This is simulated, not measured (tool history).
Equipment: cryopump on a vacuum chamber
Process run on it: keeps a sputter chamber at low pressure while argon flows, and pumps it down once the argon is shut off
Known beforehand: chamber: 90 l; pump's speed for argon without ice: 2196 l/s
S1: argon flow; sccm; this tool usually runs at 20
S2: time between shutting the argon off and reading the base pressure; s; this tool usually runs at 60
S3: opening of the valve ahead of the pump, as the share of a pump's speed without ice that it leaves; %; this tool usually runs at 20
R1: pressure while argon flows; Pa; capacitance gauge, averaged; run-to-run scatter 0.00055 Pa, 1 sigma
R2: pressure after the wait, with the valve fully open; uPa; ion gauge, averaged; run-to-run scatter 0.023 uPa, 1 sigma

run    hour  S1   S2  S3      R1    R2
  1       0  20   60  20   0.078  1.05
  2    69.2  20   60  20  0.0785  1.08
  3   119.3  20   60  20  0.0796  1.05
  4   162.8  20   60  20  0.0797  1.12
  5   229.2  20   60  20  0.0796  1.13
  6   305.4  20   60  20  0.0803  1.24
  7   391.8  20   60  20  0.0806  1.25
  8   437.1  20   60  20  0.0822  1.25
  9   526.5  20   60  20   0.083  1.33
 10   609.4  34   60  20    0.14  1.39
 11   670.9  34   60  20  0.1417  1.45
      693.3  -- pump warmed up, emptied and cooled again
 12   723.2  34   60  20  0.1311  1.25
 13   788.3  34   60  20  0.1325  1.25
      815.2  -- leaking fittings of the chamber tightened, without venting
 14   834.4  20   35  20  0.0788  1.37
 15   919.5  20   60  20  0.0777  0.93
 16   983.4  20   60  20  0.0789   0.9
 17  1074.5  20   60  20  0.0789  0.95
 18  1119.2  20   60  20  0.0804  0.92
 19  1212.9  14   60  30  0.0381  1.02
 20  1270.3  13  135  23  0.0463  0.71
 21  1340.9  13  135  23   0.047  0.73
 22  1421.5  13  135  21  0.0517  0.78
 23  1490.5  15  143  21  0.0594  0.78
     1536.6  -- pump warmed up, emptied and cooled again
 24  1536.6  15  143  21  0.0559  0.66
 25  1605.6  13   55  35  0.0296  1.16
 26  1663.1  25   45  33  0.0595  1.33
 27  1729.5  25   45  33  0.0604  1.34
 28  1800.5  25   45  33  0.0608  1.38
 29  1891.2   8   39  31  0.0209  1.58
 30  1947.1   8   39  31  0.0205  1.64
 31  2019.8   8   39  31  0.0206  1.59
 32  2089.3   8   93  27   0.024  1.09
 33  2131.1  19   93  32  0.0498  1.14

Pick out some run-to-run changes in R1. Of each, how much would a tool without hidden state show as well, from the settings, what came in and chance, and how much is left for the hidden state and any gauge scatter not in both results compared?
What the log doesn't record here: pump's speed, % of a pump's without ice; cold plate's temperature, K; leak into the chamber, uPa l/s; drift of the gauge itself on working_pa, %; drift of the gauge itself on base_upa, %.
Run 9 -> 10: S1 20 -> 34. R1 +0.057 Pa: hidden state +0.0049, all else +0.0521.
Run 11 -> 12: pump warmed up, emptied and cooled again. R1 -0.0106 Pa: hidden state -0.0102, all else -0.0004.
Run 13 -> 14: S1 34 -> 20, S2 60 -> 35, leaking fittings of the chamber tightened, without venting. R1 -0.0537 Pa: hidden state -0.0004, all else -0.0533.
Run 18 -> 19: S1 20 -> 14, S3 20 -> 30. R1 -0.0423 Pa: hidden state -0.0004, all else -0.0419.
Run 23 -> 24: pump warmed up, emptied and cooled again. R1 -0.0035 Pa: hidden state -0.0042, all else +0.0007.

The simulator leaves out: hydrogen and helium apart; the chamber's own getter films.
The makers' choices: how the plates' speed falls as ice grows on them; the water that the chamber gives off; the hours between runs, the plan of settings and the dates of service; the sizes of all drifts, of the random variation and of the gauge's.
